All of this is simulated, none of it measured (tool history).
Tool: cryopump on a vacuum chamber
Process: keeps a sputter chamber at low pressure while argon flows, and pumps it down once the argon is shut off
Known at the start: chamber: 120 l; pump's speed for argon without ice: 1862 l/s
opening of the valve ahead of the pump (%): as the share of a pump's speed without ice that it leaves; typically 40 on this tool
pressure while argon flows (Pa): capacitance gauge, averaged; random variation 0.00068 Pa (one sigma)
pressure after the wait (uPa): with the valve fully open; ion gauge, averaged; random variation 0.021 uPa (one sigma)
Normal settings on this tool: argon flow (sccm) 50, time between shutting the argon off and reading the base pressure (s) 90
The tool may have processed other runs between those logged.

run    day  argon flow (sccm)  time between shutting the argon off and reading the base pressure (s)  opening of the valve ahead of the pump (%)  pressure while argon flows (Pa)  pressure after the wait (uPa)
  1  0.000                 50                                                                     90                                          40                           0.1191                           0.80
  2  0.546                 50                                                                     90                                          40                           0.1197                           0.82
  3  1.158                 50                                                                     90                                          40                           0.1198                           0.82
  4  1.667                 50                                                                     90                                          40                           0.1202                           0.80
  5  2.333                 50                                                                     90                                          40                           0.1198                           0.83
  6  2.675                 68                                                                     90                                          40                           0.1632                           0.87
  7  3.067                 68                                                                     90                                          40                           0.1615                           0.86
  8  3.638                 68                                                                     90                                          40                           0.1643                           0.90
  9  4.342                 68                                                                     90                                          40                           0.1635                           0.87
 10  4.767                 68                                                                     90                                          40                           0.1645                           0.87
 11  5.517                 45                                                                    202                                          40                           0.1087                           0.68
 12  6.162                 50                                                                     90                                          34                           0.1399                           0.88
 13  6.833                 23                                                                     90                                          22                           0.0978                           0.86
 14  7.421                 77                                                                     22                                          23                           0.3171                           1.72
 15  8.175                 48                                                                    118                                          17                           0.2642                           0.87
 16  8.554                 30                                                                    118                                          15                           0.1862                           0.86
 17  9.233                 24                                                                     90                                          40                           0.0587                           0.97
 18  9.575                 24                                                                     90                                          40                           0.0585                           0.96

Measured result minus the same run's result without the hidden state. Both carry the same run-to-run variation, though not necessarily the same gauge scatter:
The hidden state here: pump's speed, % of a pump's without ice; cold plate's temperature, K; leak into the chamber, uPa l/s; drift of the gauge itself on working_pa, %; drift of the gauge itself on base_upa, %.
run  pressure while argon flows (Pa)  pressure after the wait (uPa)
  1                          +0.0060                          +0.35
  2                          +0.0062                          +0.37
  3                          +0.0062                          +0.37
  4                          +0.0064                          +0.37
  5                          +0.0064                          +0.38
  6                          +0.0089                          +0.40
  7                          +0.0089                          +0.41
  8                          +0.0092                          +0.43
  9                          +0.0094                          +0.43
 10                          +0.0095                          +0.43
 11                          +0.0064                          +0.44
 12                          +0.0071                          +0.45
 13                          +0.0034                          +0.45
 14                          +0.0117                          +0.47
 15                          +0.0074                          +0.50
 16                          +0.0046                          +0.50
 17                          +0.0038                          +0.51
 18                          +0.0038                          +0.51
